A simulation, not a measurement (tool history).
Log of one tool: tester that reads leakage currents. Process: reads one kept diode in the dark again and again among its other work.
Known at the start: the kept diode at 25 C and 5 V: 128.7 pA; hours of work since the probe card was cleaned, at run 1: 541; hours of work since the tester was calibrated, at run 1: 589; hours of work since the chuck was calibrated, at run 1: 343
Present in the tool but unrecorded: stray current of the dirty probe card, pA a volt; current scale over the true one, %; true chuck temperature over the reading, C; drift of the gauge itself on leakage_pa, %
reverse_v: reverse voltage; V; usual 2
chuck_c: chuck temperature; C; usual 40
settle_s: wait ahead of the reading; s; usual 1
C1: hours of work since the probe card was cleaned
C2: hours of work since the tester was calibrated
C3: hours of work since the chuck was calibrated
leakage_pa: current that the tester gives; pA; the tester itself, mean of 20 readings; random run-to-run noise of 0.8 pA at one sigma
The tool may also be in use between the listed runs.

run 1 hour=0 | reverse_v=2 chuck_c=40 settle_s=1 | C1=541 C2=589 C3=343 | leakage_pa=265.31
run 2 hour=22.3 | reverse_v=2 chuck_c=20 settle_s=1 | C1=552 C2=600 C3=354 | leakage_pa=55.97
run 3 hour=59.6 | reverse_v=2 chuck_c=20 settle_s=1 | C1=570 C2=618 C3=372 | leakage_pa=56.01
run 4 hour=96.9 | reverse_v=2 chuck_c=36 settle_s=1 | C1=588 C2=636 C3=390 | leakage_pa=198.07
run 5 hour=128.4 | reverse_v=2 chuck_c=36 settle_s=1 | C1=603 C2=651 C3=405 | leakage_pa=196.55
run 6 hour=155.8 | reverse_v=2 chuck_c=36 settle_s=1 | C1=616 C2=664 C3=418 | leakage_pa=196.73
run 7 hour=180.2 | reverse_v=2 chuck_c=40 settle_s=1 | C1=628 C2=676 C3=430 | leakage_pa=263.96
run 8 hour=204.2 | reverse_v=2 chuck_c=40 settle_s=0.62 | C1=640 C2=688 C3=442 | leakage_pa=264.42
run 9 hour=240.7 | reverse_v=2 chuck_c=40 settle_s=0.62 | C1=657 C2=705 C3=459 | leakage_pa=265.75
run 10 hour=268.8 | reverse_v=2 chuck_c=40 settle_s=8 | C1=671 C2=719 C3=473 | leakage_pa=264.04
run 11 hour=289.5 | reverse_v=2 chuck_c=40 settle_s=8 | C1=681 C2=729 C3=483 | leakage_pa=265.46
run 12 hour=314.4 | reverse_v=2 chuck_c=40 settle_s=8 | C1=693 C2=741 C3=495 | leakage_pa=265.31
run 13 hour=343.4 | reverse_v=2 chuck_c=40 settle_s=8 | C1=707 C2=755 C3=509 | leakage_pa=264.1
run 14 hour=370.9 | reverse_v=2 chuck_c=40 settle_s=8 | C1=720 C2=768 C3=522 | leakage_pa=263.96
run 15 hour=391.5 | reverse_v=2 chuck_c=40 settle_s=8 | C1=730 C2=778 C3=532 | leakage_pa=263.79
run 16 hour=413.2 | reverse_v=2 chuck_c=40 settle_s=8 | C1=741 C2=789 C3=543 | leakage_pa=263.97
run 17 hour=429.7 | reverse_v=2 chuck_c=40 settle_s=1 | C1=749 C2=797 C3=551 | leakage_pa=264.36
run 18 hour=448.2 | reverse_v=2 chuck_c=40 settle_s=1 | C1=758 C2=806 C3=560 | leakage_pa=265.01

The next listed run, before its measurement:
-- hour=473.2 chuck's temperature calibrated
run 19 hour=481 | reverse_v=2.97 chuck_c=38 settle_s=6.12 | C1=772 C2=821 C3=4 | leakage_pa=?

Run 19 yielded leakage_pa 276.1 pA.
On a tool with no hidden condition, and with the same random variation, this run would have come out at leakage_pa 276.06 pA.
